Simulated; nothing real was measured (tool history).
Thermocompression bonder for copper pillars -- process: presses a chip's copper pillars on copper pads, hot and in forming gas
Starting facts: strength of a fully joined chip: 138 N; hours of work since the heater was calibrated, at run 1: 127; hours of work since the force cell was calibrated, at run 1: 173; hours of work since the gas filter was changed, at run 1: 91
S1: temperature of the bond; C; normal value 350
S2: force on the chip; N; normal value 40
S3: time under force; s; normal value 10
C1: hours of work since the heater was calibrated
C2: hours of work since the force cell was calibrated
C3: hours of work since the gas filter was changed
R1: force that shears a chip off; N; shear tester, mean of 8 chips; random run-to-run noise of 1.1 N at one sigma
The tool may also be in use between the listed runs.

| run | hour | S1 | S2 | S3 | C1 | C2 | C3 | R1 |
|---|---|---|---|---|---|---|---|---|
| 1 | 0.0 | 350 | 40 | 10 | 127 | 173 | 91 | 101.2 |
| 2 | 13.6 | 350 | 40 | 5 | 137 | 183 | 100 | 83.4 |
| 3 | 20.5 | 350 | 40 | 5 | 141 | 187 | 105 | 81.3 |
| 4 | 29.8 | 350 | 40 | 10 | 148 | 194 | 111 | 97.9 |
| 5 | 44.4 | 350 | 40 | 10 | 158 | 204 | 121 | 98.9 |
| 6 | 51.2 | 343 | 40 | 10 | 162 | 208 | 126 | 92.2 |
| 7 | 59.6 | 350 | 52 | 10 | 168 | 214 | 131 | 115.3 |
| 8 | 73.9 | 350 | 52 | 24 | 178 | 224 | 141 | 128.3 |
| 9 | 87.6 | 350 | 52 | 24 | 187 | 233 | 151 | 124.8 |
| 10 | 102.1 | 350 | 40 | 6 | 197 | 243 | 160 | 86.4 |
| 11 | 112.8 | 350 | 33 | 6 | 205 | 250 | 168 | 73.2 |
|  | 120.0 | forming gas filter changed |
| 12 | 127.2 | 350 | 43 | 10 | 214 | 260 | 5 | 106.3 |
| 13 | 133.5 | 350 | 40 | 10 | 218 | 264 | 9 | 102.3 |
| 14 | 146.0 | 350 | 40 | 10 | 227 | 273 | 18 | 101.8 |
| 15 | 156.1 | 350 | 40 | 10 | 234 | 280 | 25 | 100.5 |
| 16 | 169.6 | 350 | 40 | 10 | 243 | 289 | 34 | 102.7 |
| 17 | 175.8 | 350 | 40 | 10 | 247 | 293 | 38 | 101.0 |
| 18 | 185.2 | 350 | 34 | 10 | 254 | 299 | 45 | 89.8 |
| 19 | 196.2 | 350 | 34 | 10 | 261 | 307 | 52 | 90.6 |
| 20 | 202.4 | 350 | 40 | 10 | 265 | 311 | 56 | 102.2 |
| 21 | 210.1 | 350 | 40 | 10 | 271 | 316 | 62 | 100.9 |
| 22 | 223.3 | 333 | 40 | 10 | 280 | 325 | 71 | 89.9 |
| 23 | 236.4 | 333 | 40 | 10 | 289 | 334 | 80 | 91.1 |
| 24 | 245.7 | 333 | 40 | 10 | 295 | 341 | 86 | 90.2 |
| 25 | 255.0 | 356 | 35 | 19 | 301 | 347 | 92 | 109.6 |
| 26 | 267.9 | 339 | 42 | 19 | 310 | 356 | 101 | 110.7 |
| 27 | 278.4 | 370 | 51 | 19 | 317 | 363 | 108 | 127.8 |
| 28 | 291.9 | 375 | 29 | 10 | 327 | 372 | 117 | 92.6 |
| 29 | 303.7 | 375 | 29 | 10 | 335 | 380 | 126 | 91.4 |
| 30 | 312.6 | 331 | 30 | 10 | 341 | 386 | 132 | 68.7 |
| 31 | 319.3 | 367 | 59 | 13 | 345 | 391 | 136 | 123.8 |
| 32 | 325.8 | 359 | 57 | 13 | 350 | 395 | 141 | 122.6 |
| 33 | 332.6 | 359 | 57 | 13 | 354 | 400 | 145 | 121.9 |
| 34 | 342.1 | 359 | 57 | 13 | 361 | 407 | 152 | 123.0 |
| 35 | 352.9 | 359 | 57 | 13 | 368 | 414 | 159 | 124.3 |
| 36 | 361.4 | 351 | 48 | 8 | 374 | 420 | 165 | 104.2 |
|  | 372.6 | forming gas filter changed |
| 37 | 376.9 | 351 | 48 | 8 | 384 | 430 | 3 | 107.8 |
| 38 | 384.8 | 342 | 55 | 10 | 390 | 435 | 8 | 116.6 |
| 39 | 391.1 | 369 | 31 | 22 | 394 | 440 | 13 | 114.5 |
| 40 | 397.4 | 369 | 31 | 22 | 398 | 444 | 17 | 113.9 |
| 41 | 404.0 | 369 | 31 | 22 | 403 | 449 | 21 | 113.9 |

Below are 3 alternative next runs, each starting from the tool's condition after run 41. Predict each:
| A | 412.8 | 376 | 58 | 8 | 409 | 455 | 27 | ? |
| B | 412.8 | 341 | 29 | 24 | 409 | 455 | 27 | ? |
| C | 412.8 | 354 | 25 | 7 | 409 | 455 | 27 | ? |

| run | R1 |
|---|---|
| A | 123.0 |
| B | 96.8 |
| C | 64.4 |
With no hidden state in the tool, these same runs would have given:
| run | R1 |
|---|---|
| A | 123.8 |
| B | 97.2 |
| C | 64.5 |
